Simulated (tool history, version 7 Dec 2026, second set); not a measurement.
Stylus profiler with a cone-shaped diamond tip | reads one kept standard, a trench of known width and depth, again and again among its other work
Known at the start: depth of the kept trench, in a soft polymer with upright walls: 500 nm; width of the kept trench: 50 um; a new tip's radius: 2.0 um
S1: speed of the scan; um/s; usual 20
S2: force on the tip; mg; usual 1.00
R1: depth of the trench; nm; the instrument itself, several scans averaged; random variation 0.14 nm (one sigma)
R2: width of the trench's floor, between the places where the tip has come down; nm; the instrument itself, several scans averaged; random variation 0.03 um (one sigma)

run	day	S1	S2	R1	R2
1	0.000	20	1.00	498.63	46570
2	2.346	20	1.00	498.50	46520
3	5.079	53	1.00	498.61	46350
4	7.362	53	1.00	498.50	46350
5	9.225	20	1.00	498.55	46470
# day 9.538: height scale calibrated on a step standard
6	11.938	20	1.00	497.50	46520
7	14.483	20	0.47	496.76	46390
8	17.667	20	0.47	497.06	46430
9	20.062	20	0.47	496.72	46400
10	21.917	70	0.86	497.30	46240
# day 22.254: height scale calibrated on a step standard, once more
11	24.458	56	0.88	501.48	46290
12	25.875	26	1.23	501.65	46400
13	29.279	14	1.00	501.48	46420
14	31.850	14	1.00	501.54	46420
15	34.146	14	1.00	501.46	46340
16	36.912	14	0.47	500.51	46340

4 ways to go on from here, each from the tool as it stands after run 16. What would each give?
A	40.267	9	1.63	?	?
B	40.267	6	1.00	?	?
C	40.267	12	0.40	?	?
D	40.267	13	0.49	?	?

run	R1	R2
A	501.76	46400
B	501.19	46370
C	500.42	46340
D	500.52	46360
Without the tool's hidden state the same runs would have given:
run	R1	R2
A	502.06	47340
B	501.49	47310
C	500.71	47280
D	500.81	47300

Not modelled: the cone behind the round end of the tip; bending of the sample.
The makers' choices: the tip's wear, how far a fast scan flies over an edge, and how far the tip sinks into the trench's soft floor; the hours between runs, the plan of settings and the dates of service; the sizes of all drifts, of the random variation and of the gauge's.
